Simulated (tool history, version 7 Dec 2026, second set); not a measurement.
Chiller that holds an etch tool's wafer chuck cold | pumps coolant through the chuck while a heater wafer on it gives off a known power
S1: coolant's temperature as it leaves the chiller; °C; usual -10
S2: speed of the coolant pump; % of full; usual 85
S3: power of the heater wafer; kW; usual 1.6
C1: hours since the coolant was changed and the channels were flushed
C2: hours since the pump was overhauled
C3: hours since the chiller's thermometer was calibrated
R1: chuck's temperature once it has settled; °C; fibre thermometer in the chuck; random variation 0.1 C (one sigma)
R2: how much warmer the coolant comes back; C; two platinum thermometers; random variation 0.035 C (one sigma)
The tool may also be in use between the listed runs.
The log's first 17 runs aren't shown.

run,hour,S1,S2,S3,C1,C2,C3,R1,R2
18,386.6,-10,74,1.6,3769,830,1149,3.4,7.28
19,408.8,-10,74,1.6,3791,852,1171,3.5,7.24
20,425.2,-10,74,1.6,3807,868,1187,3.6,7.2
21,448.8,-10,73,0.855,3831,892,1211,-2.6,3.94
22,466.6,-9,74,1.727,3849,910,1229,5.5,7.87
23,501.8,-9,74,1.727,3884,945,1264,5.7,7.91
24,521.6,-9,74,1.727,3904,965,1284,5.7,7.85
25,556.7,-17,67,1.421,3939,1000,1319,-3.7,7.17
26,579.2,-17,67,1.421,3961,1022,1341,-3.8,7.27
27,598,0,84,0.816,3980,1041,1360,6.5,3.16
28,622.5,0,84,0.816,4005,1066,1384,6.4,3.24
29,658,0,84,0.816,4040,1101,1420,6.3,3.28
30,687.3,0,84,0.816,4070,1130,1449,6.3,3.2
31,722.5,-10,60,1.14,4105,1166,1484,1.5,6.58

4 ways to go on from here, each from the tool as it stands after run 31. What would each give?
A,736.8,-1,64,2.284,4119,1180,1499,?,?
B,736.8,-19,72,0.817,4119,1180,1499,?,?
C,736.8,-10,85,0.954,4119,1180,1499,?,?
D,736.8,-16,81,1.6,4119,1180,1499,?,?

run,R1,R2
A,21,12.29
B,-11.8,3.86
C,-2.6,3.72
D,-3.4,6.62
Without the tool's hidden state the same runs would have given:
run,R1,R2
A,18.2,11.95
B,-12.9,3.76
C,-3.6,3.61
D,-5.2,6.44

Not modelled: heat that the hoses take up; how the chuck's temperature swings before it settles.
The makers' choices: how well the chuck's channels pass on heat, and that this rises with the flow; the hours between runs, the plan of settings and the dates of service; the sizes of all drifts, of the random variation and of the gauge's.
